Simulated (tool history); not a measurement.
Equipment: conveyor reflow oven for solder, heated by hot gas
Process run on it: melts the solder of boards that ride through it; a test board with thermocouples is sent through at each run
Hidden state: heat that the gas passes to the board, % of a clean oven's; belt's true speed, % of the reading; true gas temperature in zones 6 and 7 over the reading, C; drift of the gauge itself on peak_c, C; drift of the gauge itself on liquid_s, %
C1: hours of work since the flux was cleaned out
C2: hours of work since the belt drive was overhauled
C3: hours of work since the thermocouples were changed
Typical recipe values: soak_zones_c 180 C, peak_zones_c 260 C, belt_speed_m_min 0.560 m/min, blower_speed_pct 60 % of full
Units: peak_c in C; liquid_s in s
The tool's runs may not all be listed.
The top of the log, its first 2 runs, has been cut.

run 3 hour=14.8 | soak_zones_c=180 peak_zones_c=260 belt_speed_m_min=0.560 blower_speed_pct=60 | C1=76 C2=110 C3=318 | peak_c=237.7 liquid_s=42.5
run 4 hour=29.3 | soak_zones_c=180 peak_zones_c=261 belt_speed_m_min=0.560 blower_speed_pct=60 | C1=87 C2=120 C3=329 | peak_c=238.0 liquid_s=43.7
run 5 hour=37.2 | soak_zones_c=180 peak_zones_c=260 belt_speed_m_min=0.560 blower_speed_pct=60 | C1=92 C2=126 C3=334 | peak_c=237.2 liquid_s=42.3
run 6 hour=50.2 | soak_zones_c=180 peak_zones_c=260 belt_speed_m_min=0.560 blower_speed_pct=60 | C1=102 C2=135 C3=344 | peak_c=237.4 liquid_s=41.7
run 7 hour=58.8 | soak_zones_c=180 peak_zones_c=260 belt_speed_m_min=0.560 blower_speed_pct=60 | C1=108 C2=141 C3=350 | peak_c=236.6 liquid_s=41.6
run 8 hour=70.0 | soak_zones_c=180 peak_zones_c=260 belt_speed_m_min=0.560 blower_speed_pct=60 | C1=116 C2=149 C3=358 | peak_c=237.3 liquid_s=41.8
run 9 hour=84.1 | soak_zones_c=180 peak_zones_c=262 belt_speed_m_min=0.560 blower_speed_pct=60 | C1=126 C2=159 C3=368 | peak_c=238.2 liquid_s=43.1
run 10 hour=94.7 | soak_zones_c=180 peak_zones_c=260 belt_speed_m_min=0.560 blower_speed_pct=60 | C1=133 C2=167 C3=375 | peak_c=236.5 liquid_s=41.0
run 11 hour=105.4 | soak_zones_c=166 peak_zones_c=260 belt_speed_m_min=0.560 blower_speed_pct=60 | C1=141 C2=174 C3=383 | peak_c=233.4 liquid_s=32.0
run 12 hour=115.1 | soak_zones_c=166 peak_zones_c=260 belt_speed_m_min=0.560 blower_speed_pct=60 | C1=148 C2=181 C3=390 | peak_c=232.9 liquid_s=32.1
run 13 hour=125.8 | soak_zones_c=166 peak_zones_c=260 belt_speed_m_min=0.588 blower_speed_pct=60 | C1=156 C2=189 C3=398 | peak_c=231.8 liquid_s=26.5
run 14 hour=138.6 | soak_zones_c=166 peak_zones_c=260 belt_speed_m_min=0.588 blower_speed_pct=60 | C1=165 C2=198 C3=407 | peak_c=230.1 liquid_s=26.7
run 15 hour=150.7 | soak_zones_c=166 peak_zones_c=260 belt_speed_m_min=0.588 blower_speed_pct=60 | C1=174 C2=207 C3=416 | peak_c=230.6 liquid_s=26.6
run 16 hour=160.0 | soak_zones_c=182 peak_zones_c=260 belt_speed_m_min=0.588 blower_speed_pct=60 | C1=180 C2=214 C3=422 | peak_c=234.8 liquid_s=35.6
run 17 hour=167.5 | soak_zones_c=182 peak_zones_c=260 belt_speed_m_min=0.588 blower_speed_pct=60 | C1=186 C2=219 C3=428 | peak_c=234.6 liquid_s=37.4
run 18 hour=180.7 | soak_zones_c=180 peak_zones_c=260 belt_speed_m_min=0.655 blower_speed_pct=72 | C1=195 C2=228 C3=437 | peak_c=233.3 liquid_s=29.9
run 19 hour=188.5 | soak_zones_c=167 peak_zones_c=260 belt_speed_m_min=0.560 blower_speed_pct=73 | C1=201 C2=234 C3=443 | peak_c=235.8 liquid_s=37.2
run 20 hour=197.9 | soak_zones_c=166 peak_zones_c=274 belt_speed_m_min=0.527 blower_speed_pct=62 | C1=207 C2=241 C3=449 | peak_c=246.2 liquid_s=49.2

What does the tool deliver on the next run?
run 21 hour=205.4 | soak_zones_c=166 peak_zones_c=274 belt_speed_m_min=0.527 blower_speed_pct=62 | C1=213 C2=246 C3=455 | peak_c=? liquid_s=?

Run 21 gave peak_c 245.2 C, liquid_s 49.3 s.
Take away the tool's hidden state, keep the run-to-run variation as it was, and the same run would have given peak_c 248.6 C, liquid_s 52.7 s.
